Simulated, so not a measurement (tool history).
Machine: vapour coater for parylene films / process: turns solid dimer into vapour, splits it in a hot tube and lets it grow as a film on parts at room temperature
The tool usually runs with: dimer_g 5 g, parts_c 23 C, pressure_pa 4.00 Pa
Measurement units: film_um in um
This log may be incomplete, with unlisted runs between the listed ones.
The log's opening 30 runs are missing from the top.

run	day	dimer_g	parts_c	pressure_pa	hours of work since the trap's valve was overhauled	hours of work since the table's thermometer was calibrated	film_um
31	49.875	5	20	6.22	317	93	3.36
32	51.900	3	22	4.58	341	118	1.85
33	53.300	3	22	4.58	358	135	1.90
34	55.321	4	16	4.00	383	159	3.32
35	57.412	4	16	4.00	409	185	3.30
36	58.517	4	16	4.00	422	198	3.26
37	59.800	3	31	3.57	438	214	1.26
38	60.775	4	15	4.00	450	226	3.41
39	62.371	4	15	4.00	469	246	3.44
# day 63.683: trap's valve overhauled
40	64.729	4	21	5.20	13	272	2.89
41	66.250	4	21	5.20	31	291	2.88
42	68.196	3	23	2.46	55	315	2.17
43	69.279	8	23	3.02	68	328	5.58
44	71.429	8	23	3.02	95	354	5.56
45	73.212	2	23	3.02	116	376	1.37
46	74.446	5	23	7.84	131	391	3.13
47	75.458	5	23	7.84	144	403	3.07
48	76.658	7	21	11.24	158	418	4.44

Predict each of these 3 candidate next runs independently; none follows another, all start after run 48:
A	78.025	6	23	7.50	175	435	?
B	78.025	6	20	8.62	175	435	?
C	78.025	3	30	11.24	175	435	?

run	film_um
A	3.69
B	4.20
C	1.31
With the hidden condition removed and each run's random variation left untouched, the same runs would have given:
run	film_um
A	3.81
B	4.35
C	1.35
